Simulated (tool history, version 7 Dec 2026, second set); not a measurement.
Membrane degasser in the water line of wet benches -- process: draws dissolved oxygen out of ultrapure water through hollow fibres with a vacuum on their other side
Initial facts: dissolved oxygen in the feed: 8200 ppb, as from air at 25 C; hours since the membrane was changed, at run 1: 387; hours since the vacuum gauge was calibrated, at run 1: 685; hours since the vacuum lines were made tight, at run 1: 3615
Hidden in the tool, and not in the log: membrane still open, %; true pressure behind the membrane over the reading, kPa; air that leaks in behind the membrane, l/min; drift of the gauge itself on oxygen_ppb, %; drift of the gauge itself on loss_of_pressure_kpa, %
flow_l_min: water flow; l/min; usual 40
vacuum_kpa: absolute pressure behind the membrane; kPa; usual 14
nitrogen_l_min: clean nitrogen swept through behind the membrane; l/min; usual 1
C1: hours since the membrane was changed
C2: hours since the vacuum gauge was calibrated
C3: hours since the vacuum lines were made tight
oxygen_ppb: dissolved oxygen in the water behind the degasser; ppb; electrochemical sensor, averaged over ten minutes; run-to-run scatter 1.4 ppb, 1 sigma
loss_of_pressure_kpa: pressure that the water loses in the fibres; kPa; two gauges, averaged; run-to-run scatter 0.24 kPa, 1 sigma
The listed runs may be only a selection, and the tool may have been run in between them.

{"run": 1, "day": 0.0, "flow_l_min": 40, "vacuum_kpa": 14, "nitrogen_l_min": 1, "C1": 387, "C2": 685, "C3": 3615, "oxygen_ppb": 804.5, "loss_of_pressure_kpa": 63.48}
{"run": 2, "day": 1.162, "flow_l_min": 40, "vacuum_kpa": 14, "nitrogen_l_min": 1, "C1": 415, "C2": 713, "C3": 3643, "oxygen_ppb": 801.7, "loss_of_pressure_kpa": 63.68}
{"run": 3, "day": 1.971, "flow_l_min": 40, "vacuum_kpa": 14, "nitrogen_l_min": 0.83, "C1": 435, "C2": 732, "C3": 3663, "oxygen_ppb": 916.6, "loss_of_pressure_kpa": 63.82}
{"run": 4, "day": 3.2, "flow_l_min": 40, "vacuum_kpa": 14, "nitrogen_l_min": 1, "C1": 464, "C2": 761, "C3": 3692, "oxygen_ppb": 802.7, "loss_of_pressure_kpa": 63.58}
{"run": 5, "day": 4.654, "flow_l_min": 40, "vacuum_kpa": 14, "nitrogen_l_min": 1, "C1": 499, "C2": 796, "C3": 3727, "oxygen_ppb": 807.7, "loss_of_pressure_kpa": 64.59}
{"run": 6, "day": 5.588, "flow_l_min": 40, "vacuum_kpa": 14, "nitrogen_l_min": 1, "C1": 521, "C2": 819, "C3": 3749, "oxygen_ppb": 805.8, "loss_of_pressure_kpa": 63.81}
{"run": 7, "day": 6.575, "flow_l_min": 30, "vacuum_kpa": 14, "nitrogen_l_min": 1, "C1": 545, "C2": 842, "C3": 3773, "oxygen_ppb": 647.8, "loss_of_pressure_kpa": 47.92}
{"run": 8, "day": 7.379, "flow_l_min": 30, "vacuum_kpa": 14, "nitrogen_l_min": 1, "C1": 564, "C2": 862, "C3": 3792, "oxygen_ppb": 646.7, "loss_of_pressure_kpa": 48.38}
{"run": 9, "day": 8.442, "flow_l_min": 30, "vacuum_kpa": 14, "nitrogen_l_min": 1, "C1": 590, "C2": 887, "C3": 3818, "oxygen_ppb": 645.6, "loss_of_pressure_kpa": 47.61}
{"run": 10, "day": 9.721, "flow_l_min": 30, "vacuum_kpa": 14, "nitrogen_l_min": 1, "C1": 621, "C2": 918, "C3": 3849, "oxygen_ppb": 644.9, "loss_of_pressure_kpa": 47.78}
{"run": 11, "day": 11.0, "flow_l_min": 36, "vacuum_kpa": 14, "nitrogen_l_min": 1, "C1": 651, "C2": 949, "C3": 3879, "oxygen_ppb": 743.3, "loss_of_pressure_kpa": 57.3}
{"run": 12, "day": 12.567, "flow_l_min": 40, "vacuum_kpa": 24, "nitrogen_l_min": 1, "C1": 689, "C2": 986, "C3": 3917, "oxygen_ppb": 1437.1, "loss_of_pressure_kpa": 64.25}
{"run": 13, "day": 14.212, "flow_l_min": 42, "vacuum_kpa": 17.4, "nitrogen_l_min": 0.41, "C1": 729, "C2": 1026, "C3": 3956, "oxygen_ppb": 1870.1, "loss_of_pressure_kpa": 66.69}
{"run": 14, "day": 15.008, "flow_l_min": 42, "vacuum_kpa": 17.4, "nitrogen_l_min": 0.41, "C1": 748, "C2": 1045, "C3": 3975, "oxygen_ppb": 1858.2, "loss_of_pressure_kpa": 67.3}
{"run": 15, "day": 16.275, "flow_l_min": 37, "vacuum_kpa": 27.3, "nitrogen_l_min": 0.48, "C1": 778, "C2": 1075, "C3": 4006, "oxygen_ppb": 2435.5, "loss_of_pressure_kpa": 58.85}
{"run": 16, "day": 17.25, "flow_l_min": 27, "vacuum_kpa": 14, "nitrogen_l_min": 1.25, "C1": 801, "C2": 1099, "C3": 4029, "oxygen_ppb": 498.2, "loss_of_pressure_kpa": 43.25}

4 options for the next run, each taken on its own from the tool as it stands now. Forecast them:
{"run": "A", "day": 18.992, "flow_l_min": 40, "vacuum_kpa": 14, "nitrogen_l_min": 0.43, "C1": 843, "C2": 1140, "C3": 4071, "oxygen_ppb": "?", "loss_of_pressure_kpa": "?"}
{"run": "B", "day": 18.992, "flow_l_min": 27, "vacuum_kpa": 8.8, "nitrogen_l_min": 1.25, "C1": 843, "C2": 1140, "C3": 4071, "oxygen_ppb": "?", "loss_of_pressure_kpa": "?"}
{"run": "C", "day": 18.992, "flow_l_min": 51, "vacuum_kpa": 14, "nitrogen_l_min": 1.27, "C1": 843, "C2": 1140, "C3": 4071, "oxygen_ppb": "?", "loss_of_pressure_kpa": "?"}
{"run": "D", "day": 18.992, "flow_l_min": 55, "vacuum_kpa": 12.5, "nitrogen_l_min": 1.3, "C1": 843, "C2": 1140, "C3": 4071, "oxygen_ppb": "?", "loss_of_pressure_kpa": "?"}

run=A oxygen_ppb=1393.7 loss_of_pressure_kpa=64.08
run=B oxygen_ppb=266 loss_of_pressure_kpa=43.24
run=C oxygen_ppb=816.1 loss_of_pressure_kpa=82.39
run=D oxygen_ppb=744 loss_of_pressure_kpa=87.69
Without the tool's unlogged condition, the same runs would have read:
run=A oxygen_ppb=1404.8 loss_of_pressure_kpa=63.28
run=B oxygen_ppb=260.1 loss_of_pressure_kpa=42.7
run=C oxygen_ppb=810.4 loss_of_pressure_kpa=81.36
run=D oxygen_ppb=738.6 loss_of_pressure_kpa=86.59
